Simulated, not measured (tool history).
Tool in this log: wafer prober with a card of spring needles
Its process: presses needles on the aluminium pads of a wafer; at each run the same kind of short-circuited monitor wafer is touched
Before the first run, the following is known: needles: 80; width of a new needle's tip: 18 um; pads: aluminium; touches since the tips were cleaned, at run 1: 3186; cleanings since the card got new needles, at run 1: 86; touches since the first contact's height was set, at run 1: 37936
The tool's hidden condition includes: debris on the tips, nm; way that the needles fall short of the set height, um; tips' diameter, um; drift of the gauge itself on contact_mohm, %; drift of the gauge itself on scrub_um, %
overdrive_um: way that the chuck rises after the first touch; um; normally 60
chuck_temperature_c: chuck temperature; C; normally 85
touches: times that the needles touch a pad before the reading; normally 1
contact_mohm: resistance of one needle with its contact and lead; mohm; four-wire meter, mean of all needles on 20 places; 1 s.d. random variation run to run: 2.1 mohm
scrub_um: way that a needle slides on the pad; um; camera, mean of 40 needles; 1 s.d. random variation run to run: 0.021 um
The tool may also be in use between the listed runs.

run,hour,overdrive_um,chuck_temperature_c,touches,touches since the tips were cleaned,cleanings since the card got new needles,touches since the first contact's height was set,contact_mohm,scrub_um
1,0,60,85,1,3186,86,37936,278,15.26
# hour 6.3: tips cleaned on abrasive film
# hour 22.1: tips cleaned on abrasive film
# hour 34.7: tips cleaned on abrasive film
# hour 50.4: tips cleaned on abrasive film
# hour 66.2: tips cleaned on abrasive film
# hour 81.9: tips cleaned on abrasive film
2,93.5,60,85,1,5848,92,84843,315,15.15
# hour 96.7: tips cleaned on abrasive film
# hour 112.5: tips cleaned on abrasive film
# hour 128.2: tips cleaned on abrasive film
# hour 140.8: tips cleaned on abrasive film
# hour 153.5: tips cleaned on abrasive film
3,162.1,60,85,2,4383,97,119240,277,14.98
# hour 168.5: tips cleaned on abrasive film
# hour 184.2: tips cleaned on abrasive film
# hour 196.8: tips cleaned on abrasive film
4,207.1,60,85,2,5179,100,141795,273,14.96
# hour 210.3: tips cleaned on abrasive film
# hour 222.9: tips cleaned on abrasive film
# hour 223.2: height of the first contact set anew
# hour 239: tips cleaned on abrasive film
# hour 254.7: tips cleaned on abrasive film
# hour 270.5: tips cleaned on abrasive film
# hour 286.2: tips cleaned on abrasive film
# hour 298.8: tips cleaned on abrasive film
5,299.9,40,85,1,522,107,38433,280,10.12
# hour 312.5: tips cleaned on abrasive film
# hour 328.2: tips cleaned on abrasive film
# hour 344: tips cleaned on abrasive film
# hour 359.7: tips cleaned on abrasive film
# hour 372.3: tips cleaned on abrasive film
# hour 388.1: tips cleaned on abrasive film
6,392.8,40,85,1,2388,113,85050,347,10.04
# hour 402.3: tips cleaned on abrasive film
# hour 418: tips cleaned on abrasive film
# hour 433.8: tips cleaned on abrasive film
# hour 449.5: tips cleaned on abrasive film
7,457.9,40,85,1,4257,117,117741,389,9.96
# hour 464.3: tips cleaned on abrasive film
# hour 476.9: tips cleaned on abrasive film
# hour 492.7: tips cleaned on abrasive film
# hour 499: tips cleaned on abrasive film, once more
# hour 511.6: tips cleaned on abrasive film
# hour 521.3: height of the first contact set anew
# hour 527.7: tips cleaned on abrasive film
8,530.3,40,85,1,1312,123,4472,311,10.25
# hour 542.9: tips cleaned on abrasive film
# hour 555.5: tips cleaned on abrasive film
# hour 571.2: tips cleaned on abrasive film
# hour 587: tips cleaned on abrasive film
# hour 602.7: tips cleaned on abrasive film
# hour 618.5: tips cleaned on abrasive film
9,624.8,40,85,1,3183,129,51884,370,10.12
# hour 634.1: tips cleaned on abrasive film
# hour 649.9: tips cleaned on abrasive film
# hour 665.6: tips cleaned on abrasive film
# hour 678.2: tips cleaned on abrasive film
# hour 694: tips cleaned on abrasive film
10,701.2,40,85,1,3632,134,90204,370,10.04
# hour 707.5: tips cleaned on abrasive film
# hour 723.3: tips cleaned on abrasive film
# hour 735.9: tips cleaned on abrasive film
# hour 748.5: tips cleaned on abrasive film
# hour 763.7: tips cleaned on abrasive film
11,763.7,60,26,1,0,139,121497,224,15.04
# hour 779.4: tips cleaned on abrasive film
# hour 795.1: tips cleaned on abrasive film
# hour 810.9: tips cleaned on abrasive film
12,814.3,60,85,1,1741,142,146932,272,14.99
# hour 820.9: height of the first contact set anew
# hour 824.1: tips cleaned on abrasive film
# hour 839.9: tips cleaned on abrasive film
# hour 852.5: tips cleaned on abrasive film
# hour 865.1: tips cleaned on abrasive film
# hour 880.8: tips cleaned on abrasive film
# hour 896.6: tips cleaned on abrasive film
13,904.6,60,85,2,4033,148,41944,275,15.28
# hour 910.9: tips cleaned on abrasive film
# hour 923.5: tips cleaned on abrasive film
# hour 939.3: tips cleaned on abrasive film
14,950.9,70,32,1,5869,151,65189,286,17.79

Predict the results of run 15:
# hour 954.1: tips cleaned on abrasive film
# hour 969.9: tips cleaned on abrasive film
# hour 985.6: tips cleaned on abrasive film
# hour 1001.4: tips cleaned on abrasive film
# hour 1017.1: tips cleaned on abrasive film
# hour 1032.8: tips cleaned on abrasive film
# hour 1045.5: tips cleaned on abrasive film
15,1047.2,70,32,1,870,158,113448,?,?

contact_mohm: 248 mohm
scrub_um: 17.62 um
Without the tool's hidden state the same run would have given contact_mohm 218 mohm, scrub_um 17.91 um.
